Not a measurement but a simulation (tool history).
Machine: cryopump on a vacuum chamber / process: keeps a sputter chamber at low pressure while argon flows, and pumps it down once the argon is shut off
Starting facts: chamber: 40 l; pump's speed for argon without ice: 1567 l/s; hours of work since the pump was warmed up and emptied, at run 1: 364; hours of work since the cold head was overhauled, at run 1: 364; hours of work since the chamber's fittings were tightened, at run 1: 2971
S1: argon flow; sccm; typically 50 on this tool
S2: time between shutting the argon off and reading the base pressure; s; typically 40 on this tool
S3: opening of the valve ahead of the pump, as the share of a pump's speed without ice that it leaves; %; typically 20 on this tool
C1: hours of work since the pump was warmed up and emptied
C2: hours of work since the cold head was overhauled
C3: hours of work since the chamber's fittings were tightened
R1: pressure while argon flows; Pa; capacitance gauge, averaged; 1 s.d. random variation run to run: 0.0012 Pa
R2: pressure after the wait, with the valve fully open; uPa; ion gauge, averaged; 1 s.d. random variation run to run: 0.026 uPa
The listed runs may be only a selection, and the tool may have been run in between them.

{"run": 1, "hour": 0.0, "S1": 50, "S2": 40, "S3": 20, "C1": 364, "C2": 364, "C3": 2971, "R1": 0.2789, "R2": 1.84}
{"run": 2, "hour": 19.2, "S1": 50, "S2": 40, "S3": 20, "C1": 380, "C2": 380, "C3": 2987, "R1": 0.278, "R2": 1.79}
{"run": 3, "hour": 31.3, "S1": 50, "S2": 40, "S3": 20, "C1": 390, "C2": 390, "C3": 2997, "R1": 0.2786, "R2": 1.86}
{"run": 4, "hour": 49.4, "S1": 50, "S2": 40, "S3": 20, "C1": 405, "C2": 405, "C3": 3012, "R1": 0.2812, "R2": 1.84}
{"run": 5, "hour": 65.3, "S1": 50, "S2": 40, "S3": 20, "C1": 418, "C2": 418, "C3": 3025, "R1": 0.2793, "R2": 1.79}
{"run": 6, "hour": 79.5, "S1": 85, "S2": 40, "S3": 20, "C1": 430, "C2": 430, "C3": 3037, "R1": 0.4759, "R2": 1.82}
{"run": 7, "hour": 95.0, "S1": 85, "S2": 40, "S3": 20, "C1": 442, "C2": 442, "C3": 3049, "R1": 0.4762, "R2": 1.87}
{"run": 8, "hour": 113.1, "S1": 21, "S2": 40, "S3": 20, "C1": 457, "C2": 457, "C3": 3064, "R1": 0.118, "R2": 1.87}
{"hour": 124.6, "done": "pump warmed up, emptied and cooled again"}
{"run": 9, "hour": 134.2, "S1": 80, "S2": 40, "S3": 20, "C1": 8, "C2": 471, "C3": 3078, "R1": 0.4332, "R2": 1.7}
{"run": 10, "hour": 154.0, "S1": 98, "S2": 153, "S3": 16, "C1": 24, "C2": 487, "C3": 3094, "R1": 0.6645, "R2": 1.06}
{"run": 11, "hour": 168.0, "S1": 74, "S2": 293, "S3": 52, "C1": 36, "C2": 499, "C3": 3106, "R1": 0.1559, "R2": 0.98}

3 options for the next run, each taken on its own from the tool as it stands now. Forecast them:
{"run": "A", "hour": 178.0, "S1": 23, "S2": 37, "S3": 20, "C1": 44, "C2": 507, "C3": 3114, "R1": "?", "R2": "?"}
{"run": "B", "hour": 178.0, "S1": 24, "S2": 162, "S3": 52, "C1": 44, "C2": 507, "C3": 3114, "R1": "?", "R2": "?"}
{"run": "C", "hour": 178.0, "S1": 64, "S2": 40, "S3": 20, "C1": 44, "C2": 507, "C3": 3114, "R1": "?", "R2": "?"}

run=A R1=0.1253 R2=1.82
run=B R1=0.0508 R2=1.09
run=C R1=0.3468 R2=1.74
The same runs, with their run-to-run variation unchanged, on a tool lacking any hidden condition would have given:
run=A R1=0.1246 R2=1.17
run=B R1=0.0500 R2=0.43
run=C R1=0.3449 R2=1.08

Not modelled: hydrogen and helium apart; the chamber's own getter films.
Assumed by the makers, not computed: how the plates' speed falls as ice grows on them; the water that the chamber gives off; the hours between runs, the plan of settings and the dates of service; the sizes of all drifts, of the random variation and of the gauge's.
